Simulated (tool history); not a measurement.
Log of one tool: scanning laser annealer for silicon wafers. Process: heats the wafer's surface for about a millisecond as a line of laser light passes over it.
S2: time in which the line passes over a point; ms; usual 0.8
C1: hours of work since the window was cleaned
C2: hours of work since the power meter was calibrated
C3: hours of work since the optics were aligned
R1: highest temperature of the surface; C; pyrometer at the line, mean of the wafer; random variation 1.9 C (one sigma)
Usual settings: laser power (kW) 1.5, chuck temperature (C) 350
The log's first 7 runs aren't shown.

run 8 hour=146.4 | laser_power_(kW)=1.5 S2=0.8 chuck_temperature_(C)=317 | C1=333 C2=362 C3=428 | R1=1065
run 9 hour=169.8 | laser_power_(kW)=1.5 S2=0.727 chuck_temperature_(C)=350 | C1=346 C2=375 C3=441 | R1=1060
run 10 hour=192.1 | laser_power_(kW)=1.5 S2=0.709 chuck_temperature_(C)=350 | C1=358 C2=387 C3=453 | R1=1051
run 11 hour=206.4 | laser_power_(kW)=1.5 S2=0.8 chuck_temperature_(C)=350 | C1=366 C2=395 C3=461 | R1=1095
run 12 hour=231.4 | laser_power_(kW)=1.5 S2=0.8 chuck_temperature_(C)=350 | C1=379 C2=409 C3=475 | R1=1095
run 13 hour=244.1 | laser_power_(kW)=1.5 S2=0.8 chuck_temperature_(C)=350 | C1=386 C2=416 C3=482 | R1=1098
run 14 hour=260.2 | laser_power_(kW)=1.5 S2=0.8 chuck_temperature_(C)=341 | C1=395 C2=424 C3=491 | R1=1088
-- hour=281.3 window over the wafer cleaned
run 15 hour=290.1 | laser_power_(kW)=1.5 S2=0.8 chuck_temperature_(C)=341 | C1=5 C2=440 C3=506 | R1=1106
run 16 hour=311.8 | laser_power_(kW)=1.5 S2=0.639 chuck_temperature_(C)=350 | C1=17 C2=452 C3=518 | R1=1030
run 17 hour=341.6 | laser_power_(kW)=1.5 S2=0.639 chuck_temperature_(C)=350 | C1=33 C2=468 C3=534 | R1=1030
run 18 hour=361.8 | laser_power_(kW)=1.5 S2=0.639 chuck_temperature_(C)=350 | C1=44 C2=479 C3=545 | R1=1026
run 19 hour=391.4 | laser_power_(kW)=1.326 S2=0.729 chuck_temperature_(C)=358 | C1=60 C2=495 C3=561 | R1=978
run 20 hour=412 | laser_power_(kW)=1.308 S2=0.641 chuck_temperature_(C)=324 | C1=71 C2=506 C3=572 | R1=895
run 21 hour=438.4 | laser_power_(kW)=1.453 S2=0.605 chuck_temperature_(C)=350 | C1=86 C2=521 C3=587 | R1=983
run 22 hour=468.5 | laser_power_(kW)=1.516 S2=0.8 chuck_temperature_(C)=388 | C1=102 C2=537 C3=603 | R1=1156
-- hour=473 laser's power meter calibrated
run 23 hour=491.8 | laser_power_(kW)=1.617 S2=0.926 chuck_temperature_(C)=334 | C1=113 C2=10 C3=614 | R1=1240
run 24 hour=519.3 | laser_power_(kW)=1.636 S2=0.833 chuck_temperature_(C)=334 | C1=128 C2=25 C3=629 | R1=1202
run 25 hour=537.9 | laser_power_(kW)=1.55 S2=0.679 chuck_temperature_(C)=350 | C1=138 C2=35 C3=639 | R1=1079
run 26 hour=566.8 | laser_power_(kW)=1.55 S2=0.679 chuck_temperature_(C)=350 | C1=154 C2=51 C3=655 | R1=1078
run 27 hour=594.7 | laser_power_(kW)=1.55 S2=0.679 chuck_temperature_(C)=350 | C1=169 C2=66 C3=670 | R1=1078
-- hour=616.4 laser's power meter calibrated, once more
run 28 hour=625.9 | laser_power_(kW)=1.595 S2=0.65 chuck_temperature_(C)=350 | C1=185 C2=5 C3=686 | R1=1079
run 29 hour=642.3 | laser_power_(kW)=1.399 S2=0.8 chuck_temperature_(C)=329 | C1=194 C2=14 C3=695 | R1=1014
run 30 hour=672.3 | laser_power_(kW)=1.399 S2=0.8 chuck_temperature_(C)=329 | C1=210 C2=30 C3=711 | R1=1014
run 31 hour=697.9 | laser_power_(kW)=1.482 S2=0.8 chuck_temperature_(C)=330 | C1=224 C2=44 C3=725 | R1=1068
run 32 hour=719.3 | laser_power_(kW)=1.482 S2=0.8 chuck_temperature_(C)=330 | C1=236 C2=56 C3=737 | R1=1068

Forecast each of these 5 alternatives for the next run:
run A hour=734.9 | laser_power_(kW)=1.572 S2=0.854 chuck_temperature_(C)=347 | C1=244 C2=65 C3=745 | R1=?
run B hour=734.9 | laser_power_(kW)=1.482 S2=0.791 chuck_temperature_(C)=340 | C1=244 C2=65 C3=745 | R1=?
run C hour=734.9 | laser_power_(kW)=1.526 S2=0.898 chuck_temperature_(C)=348 | C1=244 C2=65 C3=745 | R1=?
run D hour=734.9 | laser_power_(kW)=1.482 S2=0.651 chuck_temperature_(C)=330 | C1=244 C2=65 C3=745 | R1=?
run E hour=734.9 | laser_power_(kW)=1.482 S2=0.8 chuck_temperature_(C)=329 | C1=244 C2=65 C3=745 | R1=?

run=A R1=1171
run=B R1=1073
run=C R1=1162
run=D R1=993
run=E R1=1069
Without the tool's hidden state the same runs would have given:
run=A R1=1188
run=B R1=1088
run=C R1=1178
run=D R1=1006
run=E R1=1083
